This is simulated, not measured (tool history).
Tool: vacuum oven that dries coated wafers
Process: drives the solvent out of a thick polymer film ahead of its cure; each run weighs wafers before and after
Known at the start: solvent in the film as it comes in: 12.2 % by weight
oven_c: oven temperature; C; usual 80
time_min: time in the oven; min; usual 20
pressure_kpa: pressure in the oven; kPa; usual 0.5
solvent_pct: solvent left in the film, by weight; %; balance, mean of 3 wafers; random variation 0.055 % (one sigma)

| run | hour | oven_c | time_min | pressure_kpa | solvent_pct |
|---|---|---|---|---|---|
| 1 | 0 | 80 | 20 | 0.5 | 2.49 |
| 2 | 62.6 | 80 | 29 | 0.5 | 1.53 |
| 3 | 103.5 | 80 | 29 | 0.5 | 1.59 |
| 4 | 150.4 | 84 | 20 | 0.5 | 1.77 |
| 5 | 237.9 | 84 | 20 | 0.5 | 1.87 |
| 6 | 323.5 | 80 | 29 | 0.5 | 1.52 |
| 7 | 366.1 | 80 | 29 | 0.5 | 1.64 |
| 8 | 467 | 80 | 20 | 0.5 | 2.67 |
| 9 | 553.5 | 80 | 20 | 0.71 | 2.81 |
| 10 | 643 | 80 | 20 | 0.5 | 2.71 |
| 11 | 718.4 | 80 | 20 | 0.5 | 2.69 |
| 12 | 805.4 | 80 | 20 | 0.5 | 2.78 |
| 13 | 880.4 | 70 | 20 | 0.5 | 5.03 |
| 14 | 940.8 | 70 | 20 | 0.5 | 5.15 |
| 15 | 1007.1 | 70 | 20 | 0.5 | 5.16 |
| 16 | 1055.8 | 80 | 29 | 0.5 | 1.74 |
| 17 | 1114.8 | 80 | 29 | 0.5 | 1.79 |
| 18 | 1183.2 | 80 | 29 | 0.5 | 1.73 |
| 19 | 1234.9 | 80 | 29 | 0.5 | 1.84 |
| 20 | 1307.4 | 80 | 20 | 0.265 | 2.4 |
| 21 | 1380.5 | 80 | 10 | 0.5 | 5.03 |
| 22 | 1471.5 | 80 | 10 | 0.5 | 5.14 |
| 23 | 1568.9 | 80 | 21 | 0.5 | 2.54 |
| 24 | 1660.4 | 80 | 30 | 0.5 | 1.58 |
| 25 | 1715.9 | 83 | 15 | 0.5 | 2.59 |
| 26 | 1771.8 | 83 | 15 | 0.5 | 2.57 |
| 27 | 1839.8 | 80 | 12 | 0.626 | 4.13 |
| 28 | 1906.5 | 80 | 12 | 0.626 | 4.11 |
| 29 | 1980.5 | 80 | 20 | 0.289 | 2.21 |
| 30 | 2062.6 | 76 | 20 | 0.69 | 3.33 |
| 31 | 2155 | 76 | 20 | 0.69 | 3.3 |
| 32 | 2211.1 | 76 | 20 | 0.69 | 3.37 |
| 33 | 2299.2 | 67 | 13 | 0.424 | 6.64 |
| 34 | 2374.3 | 67 | 13 | 0.424 | 6.73 |
| 35 | 2448.8 | 67 | 13 | 0.424 | 6.53 |
| 36 | 2504.9 | 80 | 13 | 0.449 | 3.85 |
| 37 | 2577.3 | 80 | 28 | 0.5 | 1.49 |
| 38 | 2652.6 | 73 | 20 | 0.608 | 4.28 |
| 39 | 2744.6 | 75 | 20 | 0.264 | 3.57 |
| 40 | 2802.9 | 70 | 20 | 1.207 | 5.11 |
| 41 | 2876.8 | 76 | 31 | 0.291 | 1.91 |
| 42 | 2921 | 84 | 31 | 0.291 | 0.76 |
| 43 | 3004.8 | 84 | 31 | 0.754 | 0.96 |
| 44 | 3101.1 | 76 | 28 | 0.438 | 2.39 |
| 45 | 3183.4 | 76 | 28 | 0.438 | 2.41 |
| 46 | 3238.2 | 76 | 28 | 0.438 | 2.4 |
| 47 | 3329.9 | 88 | 28 | 0.561 | 0.66 |

Not shown: 3 entries that the log had between the listed runs. Between which runs, and how does the tool's hidden state differ before and after?
Between runs 19 and 20: vacuum gauge cleaned of residue and calibrated (hour 1285.7)
  true wafer temperature over the reading, C: -1.35 -> -1.42; true pressure over the reading, kPa: 0.878 -> 0.007
  measured less the result without the state, solvent_pct: +0.63 -> +0.29 %
Between runs 21 and 22: oven's thermocouples calibrated (hour 1458.4)
  true wafer temperature over the reading, C: -1.49 -> -1.88; true pressure over the reading, kPa: 0.023 -> 0.044
  measured less the result without the state, solvent_pct: +0.33 -> +0.42 %
Between runs 24 and 25: oven's thermocouples calibrated, once more (hour 1712.9)
  true wafer temperature over the reading, C: -2.07 -> 0.23; true pressure over the reading, kPa: 0.087 -> 0.098
  measured less the result without the state, solvent_pct: +0.35 -> -0.02 %
